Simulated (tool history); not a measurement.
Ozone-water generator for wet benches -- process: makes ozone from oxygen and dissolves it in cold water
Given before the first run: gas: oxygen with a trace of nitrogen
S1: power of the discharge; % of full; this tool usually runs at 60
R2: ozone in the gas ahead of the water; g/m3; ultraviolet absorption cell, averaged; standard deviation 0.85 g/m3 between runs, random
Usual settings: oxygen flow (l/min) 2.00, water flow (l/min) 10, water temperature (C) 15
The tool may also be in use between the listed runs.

run 1 hour=0.0 | S1=60 oxygen_flow_(l/min)=2.00 water_flow_(l/min)=10 water_temperature_(C)=15 | dissolved_ozone_(ppm)=14.2 R2=135.8
run 2 hour=43.1 | S1=94 oxygen_flow_(l/min)=2.00 water_flow_(l/min)=10 water_temperature_(C)=15 | dissolved_ozone_(ppm)=20.6 R2=202.1
run 3 hour=107.7 | S1=94 oxygen_flow_(l/min)=2.00 water_flow_(l/min)=10 water_temperature_(C)=15 | dissolved_ozone_(ppm)=20.6 R2=201.3
run 4 hour=204.1 | S1=94 oxygen_flow_(l/min)=2.00 water_flow_(l/min)=10 water_temperature_(C)=15 | dissolved_ozone_(ppm)=20.8 R2=203.5
run 5 hour=257.7 | S1=94 oxygen_flow_(l/min)=2.00 water_flow_(l/min)=10 water_temperature_(C)=15 | dissolved_ozone_(ppm)=20.8 R2=202.6
run 6 hour=343.9 | S1=94 oxygen_flow_(l/min)=2.00 water_flow_(l/min)=10 water_temperature_(C)=15 | dissolved_ozone_(ppm)=20.8 R2=202.5
run 7 hour=434.3 | S1=60 oxygen_flow_(l/min)=1.23 water_flow_(l/min)=10 water_temperature_(C)=15 | dissolved_ozone_(ppm)=13.7 R2=189.2
run 8 hour=498.0 | S1=60 oxygen_flow_(l/min)=2.09 water_flow_(l/min)=10 water_temperature_(C)=15 | dissolved_ozone_(ppm)=13.9 R2=134.0
run 9 hour=589.6 | S1=60 oxygen_flow_(l/min)=2.09 water_flow_(l/min)=10 water_temperature_(C)=15 | dissolved_ozone_(ppm)=14.1 R2=131.8
-- hour=657.6 water thermometer calibrated
run 10 hour=658.6 | S1=60 oxygen_flow_(l/min)=2.00 water_flow_(l/min)=10 water_temperature_(C)=15 | dissolved_ozone_(ppm)=14.0 R2=136.9
run 11 hour=732.2 | S1=60 oxygen_flow_(l/min)=2.00 water_flow_(l/min)=14 water_temperature_(C)=15 | dissolved_ozone_(ppm)=9.9 R2=138.3
run 12 hour=790.0 | S1=60 oxygen_flow_(l/min)=2.00 water_flow_(l/min)=14 water_temperature_(C)=15 | dissolved_ozone_(ppm)=9.9 R2=138.6
run 13 hour=849.9 | S1=60 oxygen_flow_(l/min)=2.00 water_flow_(l/min)=14 water_temperature_(C)=15 | dissolved_ozone_(ppm)=9.9 R2=136.6
run 14 hour=928.0 | S1=93 oxygen_flow_(l/min)=2.00 water_flow_(l/min)=10 water_temperature_(C)=15 | dissolved_ozone_(ppm)=20.4 R2=202.0
run 15 hour=1034.5 | S1=93 oxygen_flow_(l/min)=2.00 water_flow_(l/min)=10 water_temperature_(C)=15 | dissolved_ozone_(ppm)=20.5 R2=197.0
run 16 hour=1102.0 | S1=60 oxygen_flow_(l/min)=2.00 water_flow_(l/min)=10 water_temperature_(C)=15 | dissolved_ozone_(ppm)=14.0 R2=135.4
run 17 hour=1163.6 | S1=57 oxygen_flow_(l/min)=1.24 water_flow_(l/min)=15 water_temperature_(C)=8 | dissolved_ozone_(ppm)=8.6 R2=180.2
run 18 hour=1255.3 | S1=73 oxygen_flow_(l/min)=1.35 water_flow_(l/min)=7 water_temperature_(C)=13 | dissolved_ozone_(ppm)=23.6 R2=210.3
run 19 hour=1340.5 | S1=47 oxygen_flow_(l/min)=2.00 water_flow_(l/min)=6 water_temperature_(C)=15 | dissolved_ozone_(ppm)=17.2 R2=110.8
run 20 hour=1389.6 | S1=60 oxygen_flow_(l/min)=2.00 water_flow_(l/min)=11 water_temperature_(C)=10 | dissolved_ozone_(ppm)=13.5 R2=138.8
run 21 hour=1478.9 | S1=60 oxygen_flow_(l/min)=2.00 water_flow_(l/min)=11 water_temperature_(C)=10 | dissolved_ozone_(ppm)=13.4 R2=136.2
run 22 hour=1571.1 | S1=60 oxygen_flow_(l/min)=2.00 water_flow_(l/min)=11 water_temperature_(C)=10 | dissolved_ozone_(ppm)=13.5 R2=137.3
run 23 hour=1672.7 | S1=60 oxygen_flow_(l/min)=2.00 water_flow_(l/min)=11 water_temperature_(C)=10 | dissolved_ozone_(ppm)=13.5 R2=137.8
run 24 hour=1718.5 | S1=60 oxygen_flow_(l/min)=2.00 water_flow_(l/min)=11 water_temperature_(C)=10 | dissolved_ozone_(ppm)=13.5 R2=136.3

Run 25 has not been measured yet. What should we expect?
run 25 hour=1797.9 | S1=71 oxygen_flow_(l/min)=1.54 water_flow_(l/min)=10 water_temperature_(C)=15 | dissolved_ozone_(ppm)=? R2=?

Run 25 yielded dissolved ozone (ppm) 16.0, R2 188.4 g/m3.
With the hidden condition absent and the run-to-run variation left alone, this run would have shown dissolved ozone (ppm) 16.0, R2 188.5 g/m3.
